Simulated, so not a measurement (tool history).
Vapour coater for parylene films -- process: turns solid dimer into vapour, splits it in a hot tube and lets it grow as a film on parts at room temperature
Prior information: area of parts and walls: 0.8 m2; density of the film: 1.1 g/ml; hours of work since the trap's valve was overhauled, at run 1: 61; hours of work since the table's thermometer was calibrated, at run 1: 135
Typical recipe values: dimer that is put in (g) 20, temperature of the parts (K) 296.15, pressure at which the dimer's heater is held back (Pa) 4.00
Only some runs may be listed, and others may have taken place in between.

run,day,dimer that is put in (g),temperature of the parts (K),pressure at which the dimer's heater is held back (Pa),hours of work since the trap's valve was overhauled,hours of work since the table's thermometer was calibrated,thickness of the film (nm)
1,0.000,20,296.15,4.00,61,135,17070
2,0.562,20,296.15,4.00,69,143,17110
3,0.946,20,296.15,4.00,75,148,17390
4,1.567,13,296.15,4.00,83,157,11150
5,1.917,13,296.15,4.00,88,162,11150
6,2.404,20,296.15,4.00,95,169,17070
7,2.867,20,296.15,4.00,102,175,17130
8,3.254,20,296.15,4.00,107,181,17210
9,3.946,20,296.15,4.00,117,191,17060
10,4.450,20,296.15,4.00,124,198,17180
11,4.946,20,296.15,4.00,131,205,17220
12,5.483,20,307.15,4.00,139,212,11670
13,5.983,20,307.15,4.00,146,219,11730
14,6.496,20,296.15,8.68,153,227,15030
15,6.842,20,296.15,4.00,158,231,17110
16,7.312,20,296.15,4.00,164,238,17150
17,7.967,12,296.15,4.00,174,247,10280
18,8.583,20,301.15,4.00,182,256,14370
19,9.071,20,301.15,4.00,189,263,14310
20,9.512,8,302.15,3.07,195,269,5850
21,9.829,10,291.15,3.84,200,274,10340
22,10.258,10,305.15,4.06,206,280,6250
23,10.962,8,296.15,4.00,216,290,6860
24,11.500,8,296.15,4.00,223,297,6880
25,12.033,20,304.15,4.00,231,305,12950
26,12.650,22,297.15,5.04,240,313,17600
27,13.158,20,293.15,5.64,247,321,17980
28,13.754,20,293.15,5.64,255,329,18010
29,14.221,20,293.15,5.64,262,336,17950
30,14.896,20,293.15,5.64,271,345,17960
31,15.317,33,296.15,4.00,277,351,28230
32,15.875,33,296.15,4.00,285,359,28260
33,16.517,33,296.15,4.00,294,368,28170

Estimate the outcome of run 34 from the log above:
34,16.858,23,300.15,6.49,299,373,?

Logged for run 34: thickness of the film (nm) 15830.
Take away the tool's hidden state, keep the run-to-run variation as it was, and the same run would have given thickness of the film (nm) 15860.
